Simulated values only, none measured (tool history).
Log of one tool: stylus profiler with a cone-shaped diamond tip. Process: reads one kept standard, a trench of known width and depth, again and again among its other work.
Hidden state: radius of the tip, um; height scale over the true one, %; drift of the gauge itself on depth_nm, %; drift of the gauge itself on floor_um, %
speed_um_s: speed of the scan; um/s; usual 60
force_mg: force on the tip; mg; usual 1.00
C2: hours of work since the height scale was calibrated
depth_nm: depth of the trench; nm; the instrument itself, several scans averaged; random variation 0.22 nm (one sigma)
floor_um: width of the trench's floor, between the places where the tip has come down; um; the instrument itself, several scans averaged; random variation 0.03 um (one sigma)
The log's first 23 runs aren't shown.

{"run": 24, "day": 9.204, "speed_um_s": 77, "force_mg": 1.47, "scans with this tip": 3118, "C2": 284, "depth_nm": 1005.24, "floor_um": 44.93}
{"run": 25, "day": 9.796, "speed_um_s": 178, "force_mg": 0.38, "scans with this tip": 3207, "C2": 292, "depth_nm": 1003.08, "floor_um": 42.79}
{"run": 26, "day": 10.354, "speed_um_s": 178, "force_mg": 0.38, "scans with this tip": 3291, "C2": 299, "depth_nm": 1002.34, "floor_um": 42.8}
{"run": 27, "day": 10.908, "speed_um_s": 44, "force_mg": 1.0, "scans with this tip": 3374, "C2": 307, "depth_nm": 1004.25, "floor_um": 45.06}
{"run": 28, "day": 11.333, "speed_um_s": 28, "force_mg": 1.52, "scans with this tip": 3437, "C2": 312, "depth_nm": 1005.26, "floor_um": 45.3}
{"run": 29, "day": 11.896, "speed_um_s": 46, "force_mg": 0.92, "scans with this tip": 3521, "C2": 320, "depth_nm": 1004.23, "floor_um": 45.02}
{"run": 30, "day": 12.179, "speed_um_s": 63, "force_mg": 0.45, "scans with this tip": 3563, "C2": 324, "depth_nm": 1003.11, "floor_um": 44.58}
{"run": 31, "day": 12.571, "speed_um_s": 63, "force_mg": 0.45, "scans with this tip": 3622, "C2": 329, "depth_nm": 1003.24, "floor_um": 44.6}
{"run": 32, "day": 13.188, "speed_um_s": 25, "force_mg": 0.36, "scans with this tip": 3715, "C2": 338, "depth_nm": 1003.27, "floor_um": 45.05}
{"run": 33, "day": 13.617, "speed_um_s": 34, "force_mg": 0.58, "scans with this tip": 3778, "C2": 344, "depth_nm": 1003.58, "floor_um": 45.02}
{"run": 34, "day": 13.95, "speed_um_s": 34, "force_mg": 0.58, "scans with this tip": 3828, "C2": 348, "depth_nm": 1003.91, "floor_um": 45.03}
{"run": 35, "day": 14.4, "speed_um_s": 23, "force_mg": 0.58, "scans with this tip": 3896, "C2": 354, "depth_nm": 1003.64, "floor_um": 45.19}
{"run": 36, "day": 14.758, "speed_um_s": 195, "force_mg": 2.15, "scans with this tip": 3950, "C2": 359, "depth_nm": 1007.29, "floor_um": 44.21}
{"run": 37, "day": 15.146, "speed_um_s": 18, "force_mg": 2.04, "scans with this tip": 4007, "C2": 364, "depth_nm": 1006.27, "floor_um": 45.34}
{"run": 38, "day": 15.638, "speed_um_s": 104, "force_mg": 0.47, "scans with this tip": 4081, "C2": 371, "depth_nm": 1003.3, "floor_um": 43.97}
{"run": 39, "day": 16.029, "speed_um_s": 104, "force_mg": 0.47, "scans with this tip": 4139, "C2": 376, "depth_nm": 1003.45, "floor_um": 44.01}
{"run": 40, "day": 16.388, "speed_um_s": 104, "force_mg": 0.47, "scans with this tip": 4193, "C2": 381, "depth_nm": 1003.77, "floor_um": 43.96}
{"run": 41, "day": 16.771, "speed_um_s": 91, "force_mg": 1.08, "scans with this tip": 4250, "C2": 386, "depth_nm": 1004.96, "floor_um": 44.58}
{"run": 42, "day": 17.217, "speed_um_s": 83, "force_mg": 1.08, "scans with this tip": 4317, "C2": 392, "depth_nm": 1004.91, "floor_um": 44.63}
{"run": 43, "day": 17.658, "speed_um_s": 46, "force_mg": 0.87, "scans with this tip": 4383, "C2": 399, "depth_nm": 1004.65, "floor_um": 44.94}
{"run": 44, "day": 18.262, "speed_um_s": 19, "force_mg": 0.81, "scans with this tip": 4473, "C2": 407, "depth_nm": 1004.42, "floor_um": 45.15}
{"run": 45, "day": 18.588, "speed_um_s": 148, "force_mg": 0.79, "scans with this tip": 4522, "C2": 411, "depth_nm": 1004.3, "floor_um": 43.8}
{"run": 46, "day": 18.879, "speed_um_s": 86, "force_mg": 0.61, "scans with this tip": 4566, "C2": 415, "depth_nm": 1004.43, "floor_um": 44.35}

5 ways to go on from here, each from the tool as it stands after run 46. What would each give?
{"run": "A", "day": 19.15, "speed_um_s": 75, "force_mg": 2.0, "scans with this tip": 4606, "C2": 419, "depth_nm": "?", "floor_um": "?"}
{"run": "B", "day": 19.15, "speed_um_s": 56, "force_mg": 1.42, "scans with this tip": 4606, "C2": 419, "depth_nm": "?", "floor_um": "?"}
{"run": "C", "day": 19.15, "speed_um_s": 71, "force_mg": 0.62, "scans with this tip": 4606, "C2": 419, "depth_nm": "?", "floor_um": "?"}
{"run": "D", "day": 19.15, "speed_um_s": 33, "force_mg": 0.61, "scans with this tip": 4606, "C2": 419, "depth_nm": "?", "floor_um": "?"}
{"run": "E", "day": 19.15, "speed_um_s": 196, "force_mg": 0.43, "scans with this tip": 4606, "C2": 419, "depth_nm": "?", "floor_um": "?"}

run=A depth_nm=1006.68 floor_um=44.83
run=B depth_nm=1005.77 floor_um=44.93
run=C depth_nm=1003.96 floor_um=44.48
run=D depth_nm=1003.94 floor_um=44.90
run=E depth_nm=1003.13 floor_um=42.48
Without the tool's hidden state the same runs would have given:
run=A depth_nm=1004.92 floor_um=45.46
run=B depth_nm=1004.01 floor_um=45.56
run=C depth_nm=1002.19 floor_um=45.11
run=D depth_nm=1002.17 floor_um=45.53
run=E depth_nm=1001.36 floor_um=43.11
